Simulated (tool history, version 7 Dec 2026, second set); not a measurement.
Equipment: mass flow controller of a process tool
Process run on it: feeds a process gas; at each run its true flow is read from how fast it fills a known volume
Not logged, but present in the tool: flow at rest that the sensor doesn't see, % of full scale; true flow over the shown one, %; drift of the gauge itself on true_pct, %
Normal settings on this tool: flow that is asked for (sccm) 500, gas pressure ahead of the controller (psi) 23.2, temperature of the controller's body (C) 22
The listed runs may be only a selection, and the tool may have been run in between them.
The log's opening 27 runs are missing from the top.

run,hour,flow that is asked for (sccm),gas pressure ahead of the controller (psi),temperature of the controller's body (C),hours of work since the controller was set to zero,hours of work since the controller was changed,true flow (%)
28,1835.4,544,29.3,22,1474,1474,97.98
29,1914.3,544,29.3,22,1523,1523,97.72
30,1976.1,544,27.0,22,1561,1561,97.90
31,2012.7,544,27.0,22,1583,1583,97.68
32,2092.8,378,27.0,22,1632,1632,97.33
33,2169.1,378,27.0,34,1679,1679,98.32
34,2228.3,503,33.9,31,1716,1716,98.09
35,2295.3,503,33.9,31,1757,1757,97.84
36,2381.8,503,33.9,31,1810,1810,97.86
37,2454.4,186,36.8,34,1854,1854,97.32
38,2506.2,186,36.8,34,1886,1886,97.23
39,2571.7,500,21.0,21,1927,1927,96.98

Forecast each of these 3 alternatives for the next run:
A,2645.9,500,23.2,27,1972,1972,?
B,2645.9,235,25.1,27,1972,1972,?
C,2645.9,597,21.0,21,1972,1972,?

run,true flow (%)
A,97.47
B,96.86
C,97.17
With no hidden state in the tool, these same runs would have given:
run,true flow (%)
A,99.40
B,98.77
C,99.09

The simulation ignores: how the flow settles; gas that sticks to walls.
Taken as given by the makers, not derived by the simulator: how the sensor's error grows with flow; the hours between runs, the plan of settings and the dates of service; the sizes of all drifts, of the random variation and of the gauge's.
